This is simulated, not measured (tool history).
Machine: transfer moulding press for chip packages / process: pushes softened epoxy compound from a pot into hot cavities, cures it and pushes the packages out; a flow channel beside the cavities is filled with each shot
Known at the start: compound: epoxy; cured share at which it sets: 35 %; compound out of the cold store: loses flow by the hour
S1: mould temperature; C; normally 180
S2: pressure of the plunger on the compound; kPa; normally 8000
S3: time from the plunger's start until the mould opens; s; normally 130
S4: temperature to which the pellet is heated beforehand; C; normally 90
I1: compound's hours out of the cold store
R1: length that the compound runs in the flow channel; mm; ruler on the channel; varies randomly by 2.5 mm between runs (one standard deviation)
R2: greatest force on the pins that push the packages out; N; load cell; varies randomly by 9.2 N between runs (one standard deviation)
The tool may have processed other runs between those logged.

run   hour   S1    S2   S3  S4    I1   R1    R2
  1      0  180  8000  130  90  13.8  825   844
       4.9  -- cavities cleaned with cleaning compound and waxed
  2   43.5  180  8000  115  90  15.4  816  1111
  3   86.3  180  8000  115  90  16.6  804  1163
     104.1  -- cavities cleaned with cleaning compound and waxed
  4  109.5  180  8000  115  90  11.1  819   644
  5  144.7  180  8000  115  90  29.5  764   914
     180.6  -- cavities cleaned with cleaning compound and waxed, once more
     189.2  -- plunger's sealing rings changed
  6  193.6  180  8000  130  90  28.9  805   550
  7  223.5  180  8000  130  90  25.9  804   735
  8  268.2  180  8000  164  90  34.2  777   666
     279.5  -- cavities cleaned with cleaning compound and waxed
  9  300.2  180  8000  164  90    44  746   486
 10  327.8  180  8000  164  90  23.3  795   585
 11  371.6  180  8000  130  90  35.7  756   846
     376.6  -- cavities cleaned with cleaning compound and waxed
 12  417.9  174  8000  130  90  41.9  753  1034
 13  463.2  174  8000  130  90  38.4  745  1159
     474.4  -- cavities cleaned with cleaning compound and waxed
     492.7  -- plunger's sealing rings changed
 14  504.1  174  8000  130  90  11.3  864  1098
 15  527.2  182  6030  114  80   8.6  740   942
 16  563.9  182  6030  114  80  38.6  663   952
     575.1  -- cavities cleaned with cleaning compound and waxed
 17  610.9  178  8000  130  90  46.8  748   798
 18  634.4  178  8000  130  90  18.7  813   923
 19  653.9  176  7850  113  90  13.5  823  1507
     672.5  -- cavities cleaned with cleaning compound and waxed
 20  679.7  176  7850  113  90  37.9  754   843
     722.2  -- mould's thermocouples calibrated
 21  722.2  176  7850  113  90  41.8  736  1212
 22  747.9  176  7850  113  90  18.9  788  1406
     770.9  -- cavities cleaned with cleaning compound and waxed
 23  783.7  185  6690  130  90  32.7  677   452
       799  -- plunger's sealing rings changed
 24  831.9  177  8000  116  89  23.5  819  1214
 25    852  177  8000  116  89   9.4  851  1286
     871.3  -- cavities cleaned with cleaning compound and waxed
 26  892.3  177  8000  116  89    22  810   981
 27  930.6  177  8000  116  89  36.5  771  1144
 28  953.2  177  8000  116  89  43.8  749  1176

A few steps of R1 between consecutive runs. Split each: what settings, incoming material and random variation would produce without the hidden state, and what is left over for the hidden state, along with gauge scatter present in only one of the two compared results (measured, and without hidden state):
Hidden state present: true mould temperature over the reading, C; pressure that reaches the compound, % of what is set; grip of the stained cavities, % over clean ones'; drift of the gauge itself on flow_mm, %; drift of the gauge itself on push_out_n, %.
Run 13 -> 14: cavities cleaned with cleaning compound and waxed, plunger's sealing rings changed. R1 +119 mm: hidden state +44, all else +75.
Run 14 -> 15: S1 174 -> 182, S2 8000 -> 6030, S3 130 -> 114, S4 90 -> 80. R1 -124 mm: hidden state -4, all else -120.
Run 23 -> 24: S1 185 -> 177, S2 6690 -> 8000, S3 130 -> 116, S4 90 -> 89, plunger's sealing rings changed. R1 +142 mm: hidden state +37, all else +105.
